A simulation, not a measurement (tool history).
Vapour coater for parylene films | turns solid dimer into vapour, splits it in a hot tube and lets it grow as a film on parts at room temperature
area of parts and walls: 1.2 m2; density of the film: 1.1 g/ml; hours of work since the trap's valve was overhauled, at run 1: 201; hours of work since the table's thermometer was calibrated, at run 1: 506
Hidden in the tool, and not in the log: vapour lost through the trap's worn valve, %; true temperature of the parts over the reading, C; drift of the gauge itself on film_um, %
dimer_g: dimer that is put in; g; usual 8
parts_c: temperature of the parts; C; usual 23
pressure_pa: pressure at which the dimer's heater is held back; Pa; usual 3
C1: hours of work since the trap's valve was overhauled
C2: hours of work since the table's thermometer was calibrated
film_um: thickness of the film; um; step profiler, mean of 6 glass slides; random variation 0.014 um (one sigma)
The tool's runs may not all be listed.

{"run": 1, "hour": 0.0, "dimer_g": 8, "parts_c": 23, "pressure_pa": 3, "C1": 201, "C2": 506, "film_um": 4.08}
{"run": 2, "hour": 15.0, "dimer_g": 14, "parts_c": 23, "pressure_pa": 3, "C1": 213, "C2": 518, "film_um": 7.17}
{"run": 3, "hour": 34.2, "dimer_g": 14, "parts_c": 23, "pressure_pa": 3, "C1": 229, "C2": 534, "film_um": 7.11}
{"run": 4, "hour": 66.2, "dimer_g": 14, "parts_c": 23, "pressure_pa": 3, "C1": 255, "C2": 560, "film_um": 7.06}
{"run": 5, "hour": 81.4, "dimer_g": 14, "parts_c": 21, "pressure_pa": 3, "C1": 268, "C2": 573, "film_um": 7.44}
{"run": 6, "hour": 107.5, "dimer_g": 8, "parts_c": 16, "pressure_pa": 3, "C1": 289, "C2": 594, "film_um": 4.78}
{"run": 7, "hour": 125.7, "dimer_g": 8, "parts_c": 23, "pressure_pa": 3, "C1": 304, "C2": 609, "film_um": 4.04}
{"run": 8, "hour": 149.3, "dimer_g": 3, "parts_c": 23, "pressure_pa": 3, "C1": 323, "C2": 628, "film_um": 1.51}
{"run": 9, "hour": 171.5, "dimer_g": 8, "parts_c": 23, "pressure_pa": 3, "C1": 341, "C2": 646, "film_um": 4.05}
{"hour": 202.8, "done": "trap's valve overhauled"}
{"run": 10, "hour": 204.3, "dimer_g": 8, "parts_c": 23, "pressure_pa": 3, "C1": 1, "C2": 670, "film_um": 4.08}
{"run": 11, "hour": 217.5, "dimer_g": 4, "parts_c": 30, "pressure_pa": 4.91, "C1": 12, "C2": 680, "film_um": 1.61}
{"run": 12, "hour": 236.5, "dimer_g": 3, "parts_c": 16, "pressure_pa": 2.74, "C1": 28, "C2": 696, "film_um": 1.81}
{"run": 13, "hour": 258.3, "dimer_g": 5, "parts_c": 16, "pressure_pa": 2.74, "C1": 45, "C2": 714, "film_um": 3.03}
{"run": 14, "hour": 281.8, "dimer_g": 8, "parts_c": 32, "pressure_pa": 3, "C1": 65, "C2": 733, "film_um": 3.28}
{"run": 15, "hour": 311.8, "dimer_g": 7, "parts_c": 17, "pressure_pa": 3.79, "C1": 89, "C2": 757, "film_um": 3.98}
{"run": 16, "hour": 330.1, "dimer_g": 7, "parts_c": 17, "pressure_pa": 3.79, "C1": 104, "C2": 772, "film_um": 3.99}
{"run": 17, "hour": 355.1, "dimer_g": 7, "parts_c": 17, "pressure_pa": 3.79, "C1": 124, "C2": 793, "film_um": 3.96}
{"run": 18, "hour": 377.8, "dimer_g": 4, "parts_c": 23, "pressure_pa": 5.35, "C1": 143, "C2": 811, "film_um": 1.9}
{"run": 19, "hour": 407.3, "dimer_g": 8, "parts_c": 33, "pressure_pa": 3, "C1": 167, "C2": 835, "film_um": 3.2}
{"run": 20, "hour": 427.9, "dimer_g": 8, "parts_c": 28, "pressure_pa": 6.35, "C1": 184, "C2": 852, "film_um": 3.3}

4 ways to go on from here, each from the tool as it stands after run 20. What would each give?
{"run": "A", "hour": 458.9, "dimer_g": 8, "parts_c": 18, "pressure_pa": 4.1, "C1": 209, "C2": 877, "film_um": "?"}
{"run": "B", "hour": 458.9, "dimer_g": 8, "parts_c": 28, "pressure_pa": 11.17, "C1": 209, "C2": 877, "film_um": "?"}
{"run": "C", "hour": 458.9, "dimer_g": 7, "parts_c": 25, "pressure_pa": 2.33, "C1": 209, "C2": 877, "film_um": "?"}
{"run": "D", "hour": 458.9, "dimer_g": 6, "parts_c": 30, "pressure_pa": 8.44, "C1": 209, "C2": 877, "film_um": "?"}

run=A film_um=4.39
run=B film_um=3.07
run=C film_um=3.49
run=D film_um=2.27
Without the tool's hidden state the same runs would have given:
run=A film_um=4.4
run=B film_um=3.08
run=C film_um=3.49
run=D film_um=2.27

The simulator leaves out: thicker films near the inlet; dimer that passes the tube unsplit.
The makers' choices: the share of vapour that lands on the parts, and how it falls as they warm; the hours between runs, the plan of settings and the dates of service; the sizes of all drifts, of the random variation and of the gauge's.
